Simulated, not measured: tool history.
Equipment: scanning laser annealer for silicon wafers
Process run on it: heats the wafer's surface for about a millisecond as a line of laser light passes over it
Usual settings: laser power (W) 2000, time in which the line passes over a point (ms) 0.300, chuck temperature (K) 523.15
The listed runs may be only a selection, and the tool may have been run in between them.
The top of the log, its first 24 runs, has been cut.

run	day	laser power (W)	time in which the line passes over a point (ms)	chuck temperature (K)	hours of work since the window was cleaned	hours of work since the power meter was calibrated	hours of work since the optics were aligned	highest temperature of the surface (K)
25	38.454	2021	0.264	523.15	43	109	1266	1178.15
# day 40.262: optics aligned, line set to its width
26	40.504	2021	0.264	523.15	65	131	3	1186.15
27	42.583	2021	0.264	523.15	89	155	27	1187.15
28	43.504	2021	0.264	523.15	100	166	38	1182.15
29	44.600	2021	0.264	523.15	113	179	51	1187.15
30	46.062	2134	0.300	559.15	130	196	68	1303.15
31	47.612	2134	0.300	559.15	148	214	86	1298.15
32	49.725	1875	0.300	553.15	173	239	111	1200.15
33	50.871	1790	0.213	553.15	186	252	124	1073.15
34	51.925	1806	0.213	553.15	199	265	137	1079.15
35	53.150	1767	0.213	530.15	213	279	151	1044.15
36	54.367	1767	0.213	530.15	227	293	165	1042.15
37	55.225	1767	0.222	522.15	237	303	175	1045.15
38	56.962	1767	0.222	522.15	258	324	195	1043.15
39	58.825	1767	0.222	522.15	279	345	217	1044.15
40	59.900	1767	0.222	522.15	292	358	230	1042.15

Below are 5 alternative next runs, each starting from the tool's condition after run 40. Predict each:
A	61.246	2033	0.300	523.15	308	374	246	?
B	61.246	1923	0.364	523.15	308	374	246	?
C	61.246	2065	0.378	544.15	308	374	246	?
D	61.246	1767	0.222	554.15	308	374	246	?
E	61.246	1921	0.228	502.15	308	374	246	?

run	highest temperature of the surface (K)
A	1216.15
B	1243.15
C	1337.15
D	1073.15
E	1074.15
The same runs, with their run-to-run variation unchanged, on a tool lacking any hidden condition would have given:
run	highest temperature of the surface (K)
A	1240.15
B	1268.15
C	1364.15
D	1091.15
E	1093.15

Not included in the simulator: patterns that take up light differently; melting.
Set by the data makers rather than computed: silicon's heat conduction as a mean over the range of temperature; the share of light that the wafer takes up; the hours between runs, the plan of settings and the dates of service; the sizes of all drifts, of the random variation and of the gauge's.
